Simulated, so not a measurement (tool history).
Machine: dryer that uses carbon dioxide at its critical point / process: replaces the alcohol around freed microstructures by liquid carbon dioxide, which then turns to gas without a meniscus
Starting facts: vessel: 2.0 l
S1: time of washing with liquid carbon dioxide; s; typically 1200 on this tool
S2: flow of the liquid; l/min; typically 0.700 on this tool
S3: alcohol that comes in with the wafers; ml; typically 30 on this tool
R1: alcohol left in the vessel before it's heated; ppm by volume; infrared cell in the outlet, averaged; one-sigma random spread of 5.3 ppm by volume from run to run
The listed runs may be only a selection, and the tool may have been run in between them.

Run 1, day 0.000: usual settings. Result: R1 161 ppm by volume.
Run 2, day 2.700: usual settings but S3 58 ml. Result: R1 322 ppm by volume.
Run 3, day 5.633: usual settings but S3 58 ml. Result: R1 343 ppm by volume.
Run 4, day 6.900: usual settings but S2 1.187 l/min. Result: R1 46 ppm by volume.
Run 5, day 8.846: usual settings but S2 0.693 l/min. Result: R1 214 ppm by volume.
Run 6, day 10.396: usual settings but S2 0.693 l/min. Result: R1 223 ppm by volume.
Run 7, day 12.942: usual settings but S2 0.693 l/min. Result: R1 237 ppm by volume.
Run 8, day 14.850: usual settings but S2 0.693 l/min. Result: R1 243 ppm by volume.
Run 9, day 17.662: usual settings but S2 0.693 l/min. Result: R1 250 ppm by volume.
At day 19.204: inlet filter changed.
Run 10, day 19.812: usual settings but S2 0.693 l/min. Result: R1 190 ppm by volume.
Run 11, day 22.233: usual settings but S2 0.693 l/min. Result: R1 199 ppm by volume.
Run 12, day 23.842: usual settings. Result: R1 207 ppm by volume.
Run 13, day 26.604: usual settings. Result: R1 213 ppm by volume.
Run 14, day 27.921: usual settings. Result: R1 200 ppm by volume.
Run 15, day 30.138: usual settings. Result: R1 212 ppm by volume.
Run 16, day 32.208: usual settings. Result: R1 221 ppm by volume.
Run 17, day 33.933: usual settings but S3 89 ml. Result: R1 489 ppm by volume.
Run 18, day 35.396: usual settings but S3 89 ml. Result: R1 511 ppm by volume.
Run 19, day 37.117: usual settings but S3 89 ml. Result: R1 497 ppm by volume.
Run 20, day 39.383: usual settings but S1 1320 s, S2 0.463 l/min, S3 84 ml. Result: R1 1507 ppm by volume.
Run 21, day 41.979: usual settings but S1 1320 s, S2 0.931 l/min, S3 78 ml. Result: R1 170 ppm by volume.
Run 22, day 44.588: usual settings but S1 1320 s, S2 0.931 l/min, S3 78 ml. Result: R1 191 ppm by volume.
Run 23, day 45.896: usual settings but S1 780 s, S2 0.931 l/min, S3 35 ml. Result: R1 442 ppm by volume.
Run 24, day 47.092: usual settings but S1 1440 s, S2 0.439 l/min, S3 35 ml. Result: R1 693 ppm by volume.

What does the tool deliver on the next run?
At day 48.208: purifier's bed changed.
Run 25, day 48.683: usual settings but S1 1440 s, S2 0.439 l/min, S3 35 ml. Result: R1 ?.

R1: 563 ppm by volume
On a tool with no hidden condition, and with the same random variation, this run would have come out at R1 441 ppm by volume.
